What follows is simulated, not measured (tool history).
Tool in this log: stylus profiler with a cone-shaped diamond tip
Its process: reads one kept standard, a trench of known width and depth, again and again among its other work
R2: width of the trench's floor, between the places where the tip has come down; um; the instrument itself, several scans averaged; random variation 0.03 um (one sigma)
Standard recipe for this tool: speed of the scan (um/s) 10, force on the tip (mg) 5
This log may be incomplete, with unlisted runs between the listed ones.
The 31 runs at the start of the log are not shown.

{"run": 32, "day": 17.533, "speed of the scan (um/s)": 3, "force on the tip (mg)": 4.61, "depth of the trench (Å)": 10210.1, "R2": 93.54}
{"run": 33, "day": 18.117, "speed of the scan (um/s)": 5, "force on the tip (mg)": 3.59, "depth of the trench (Å)": 10173.8, "R2": 93.51}
{"run": 34, "day": 18.596, "speed of the scan (um/s)": 21, "force on the tip (mg)": 8.55, "depth of the trench (Å)": 10313.5, "R2": 93.46}
{"run": 35, "day": 19.142, "speed of the scan (um/s)": 5, "force on the tip (mg)": 3.29, "depth of the trench (Å)": 10166.8, "R2": 93.51}
{"run": 36, "day": 19.575, "speed of the scan (um/s)": 5, "force on the tip (mg)": 3.29, "depth of the trench (Å)": 10166.6, "R2": 93.53}
{"run": 37, "day": 20.354, "speed of the scan (um/s)": 33, "force on the tip (mg)": 8.62, "depth of the trench (Å)": 10318.2, "R2": 93.42}
{"run": 38, "day": 20.95, "speed of the scan (um/s)": 21, "force on the tip (mg)": 11.04, "depth of the trench (Å)": 10380, "R2": 93.44}
{"run": 39, "day": 21.729, "speed of the scan (um/s)": 21, "force on the tip (mg)": 11.04, "depth of the trench (Å)": 10370.2, "R2": 93.42}
{"run": 40, "day": 22.375, "speed of the scan (um/s)": 21, "force on the tip (mg)": 11.04, "depth of the trench (Å)": 10373.6, "R2": 93.49}
{"run": 41, "day": 22.996, "speed of the scan (um/s)": 21, "force on the tip (mg)": 11.04, "depth of the trench (Å)": 10376.6, "R2": 93.43}
{"run": 42, "day": 23.708, "speed of the scan (um/s)": 25, "force on the tip (mg)": 3.04, "depth of the trench (Å)": 10156.7, "R2": 93.39}
{"run": 43, "day": 24.279, "speed of the scan (um/s)": 25, "force on the tip (mg)": 3.04, "depth of the trench (Å)": 10161.5, "R2": 93.41}
{"run": 44, "day": 24.629, "speed of the scan (um/s)": 25, "force on the tip (mg)": 3.04, "depth of the trench (Å)": 10162.1, "R2": 93.43}
{"run": 45, "day": 25.383, "speed of the scan (um/s)": 2, "force on the tip (mg)": 12.5, "depth of the trench (Å)": 10403.6, "R2": 93.48}

Here are 3 independent what-if runs from the current tool condition. What would each one return?
{"run": "A", "day": 26.0, "speed of the scan (um/s)": 2, "force on the tip (mg)": 10.54, "depth of the trench (Å)": "?", "R2": "?"}
{"run": "B", "day": 26.0, "speed of the scan (um/s)": 2, "force on the tip (mg)": 3, "depth of the trench (Å)": "?", "R2": "?"}
{"run": "C", "day": 26.0, "speed of the scan (um/s)": 13, "force on the tip (mg)": 13.8, "depth of the trench (Å)": "?", "R2": "?"}

run=A depth_of_the_trench_(Å)=10364.4 R2=93.52
run=B depth_of_the_trench_(Å)=10157.7 R2=93.47
run=C depth_of_the_trench_(Å)=10433.1 R2=93.45
Take away the tool's hidden state, keep each run's random variation, and the runs would have read:
run=A depth_of_the_trench_(Å)=10359.7 R2=94.04
run=B depth_of_the_trench_(Å)=10153.1 R2=94
run=C depth_of_the_trench_(Å)=10428.4 R2=93.98

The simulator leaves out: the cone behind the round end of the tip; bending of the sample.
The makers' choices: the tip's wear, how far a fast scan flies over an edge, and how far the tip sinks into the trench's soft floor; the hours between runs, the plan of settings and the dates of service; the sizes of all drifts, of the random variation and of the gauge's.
